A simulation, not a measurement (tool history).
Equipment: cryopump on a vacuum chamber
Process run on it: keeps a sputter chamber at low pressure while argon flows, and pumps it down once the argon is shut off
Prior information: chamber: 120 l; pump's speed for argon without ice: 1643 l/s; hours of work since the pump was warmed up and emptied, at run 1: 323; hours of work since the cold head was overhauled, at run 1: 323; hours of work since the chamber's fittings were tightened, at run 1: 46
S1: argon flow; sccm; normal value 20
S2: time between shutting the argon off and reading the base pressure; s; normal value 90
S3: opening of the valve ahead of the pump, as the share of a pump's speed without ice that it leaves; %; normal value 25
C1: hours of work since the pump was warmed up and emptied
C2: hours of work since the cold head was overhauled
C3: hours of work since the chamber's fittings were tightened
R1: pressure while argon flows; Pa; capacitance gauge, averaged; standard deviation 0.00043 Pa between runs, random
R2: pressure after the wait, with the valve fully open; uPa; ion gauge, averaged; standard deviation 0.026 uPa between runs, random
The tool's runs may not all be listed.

run   hour  S1   S2  S3   C1   C2   C3      R1    R2
  1    0.0  20   90  25  323  323   46  0.0848  1.21
  2   12.1  39   90  25  332  332   56  0.1668  1.15
  3   27.2  20   90  16  345  345   68  0.1315  1.19
  4   38.0  20   90  16  353  353   77  0.1316  1.19
  5   55.8  20   90  42  368  368   92  0.0529  1.24
  6   63.9  20   90  42  374  374   98  0.0526  1.18
  7   73.8  20   90  42  382  382  106  0.0525  1.16
      82.4  -- pump warmed up, emptied and cooled again
  8   96.0  20   90  42   11  396  120  0.0495  1.22
  9  108.0  33   90  42   21  406  130  0.0811  1.18
 10  120.3  33   90  42   31  416  140  0.0816  1.20
 11  132.6  29   90  25   41  426  150  0.1190  1.23
 12  147.9  20   90  25   53  439  162  0.0826  1.20
 13  162.3  20   90  25   65  450  174  0.0829  1.21
 14  173.7  20   90  25   74  459  183  0.0834  1.25
 15  181.5  16   90  25   80  466  189  0.0659  1.22
 16  189.6  16   90  25   87  472  196  0.0662  1.25
 17  197.3  20   90  32   93  479  202  0.0649  1.25
 18  206.2  19   68  37  100  486  209  0.0534  1.61
 19  223.7  13   90  17  115  500  224  0.0793  1.24
 20  237.3  15   61  51  126  511  235  0.0311  1.72
 21  254.6  15  143  51  140  525  249  0.0318  0.92
 22  272.2  15  143  51  154  539  263  0.0311  0.90
 23  280.9  15  143  51  161  546  270  0.0305  0.88
 24  295.6  20  161  24  173  558  282  0.0871  0.86
 25  304.3  20  161  24  180  565  289  0.0869  0.84
 26  317.1  20  161  24  190  576  299  0.0880  0.86
 27  329.9  20  161  24  201  586  310  0.0878  0.86
 28  339.5  20  161  24  208  594  318  0.0872  0.90
 29  356.1  20  161  24  222  607  331  0.0873  0.87
 30  363.6  13   82  57  228  613  337  0.0243  1.39
 31  375.2  20  289  16  237  623  346  0.1301  0.66
 32  390.9  11  289  16  250  636  359  0.0710  0.66
 33  405.2  11   88  17  262  647  371  0.0673  1.28
 34  415.1  11  268  16  270  655  379  0.0714  0.69

Difference, measured minus no-hidden-state, one row per run. Run-to-run variation is common to both terms; the gauge's own scatter need not be:
Unlogged tool condition in this case: pump's speed, % of a pump's without ice; cold plate's temperature, K; leak into the chamber, uPa l/s; drift of the gauge itself on working_pa, %; drift of the gauge itself on base_upa, %.
run       R1     R2
  1  +0.0030  +0.05
  2  +0.0060  +0.05
  3  +0.0032  +0.06
  4  +0.0033  +0.07
  5  +0.0034  +0.08
  6  +0.0035  +0.09
  7  +0.0036  +0.09
  8  +0.0001  +0.06
  9  +0.0004  +0.06
 10  +0.0005  +0.07
 11  +0.0006  +0.07
 12  +0.0005  +0.08
 13  +0.0006  +0.09
 14  +0.0007  +0.09
 15  +0.0005  +0.09
 16  +0.0006  +0.09
 17  +0.0008  +0.10
 18  +0.0008  +0.11
 19  +0.0006  +0.11
 20  +0.0008  +0.12
 21  +0.0009  +0.13
 22  +0.0010  +0.13
 23  +0.0010  +0.14
 24  +0.0014  +0.14
 25  +0.0015  +0.15
 26  +0.0016  +0.16
 27  +0.0017  +0.15
 28  +0.0017  +0.16
 29  +0.0019  +0.17
 30  +0.0013  +0.17
 31  +0.0020  +0.18
 32  +0.0011  +0.19
 33  +0.0012  +0.19
 34  +0.0012  +0.20

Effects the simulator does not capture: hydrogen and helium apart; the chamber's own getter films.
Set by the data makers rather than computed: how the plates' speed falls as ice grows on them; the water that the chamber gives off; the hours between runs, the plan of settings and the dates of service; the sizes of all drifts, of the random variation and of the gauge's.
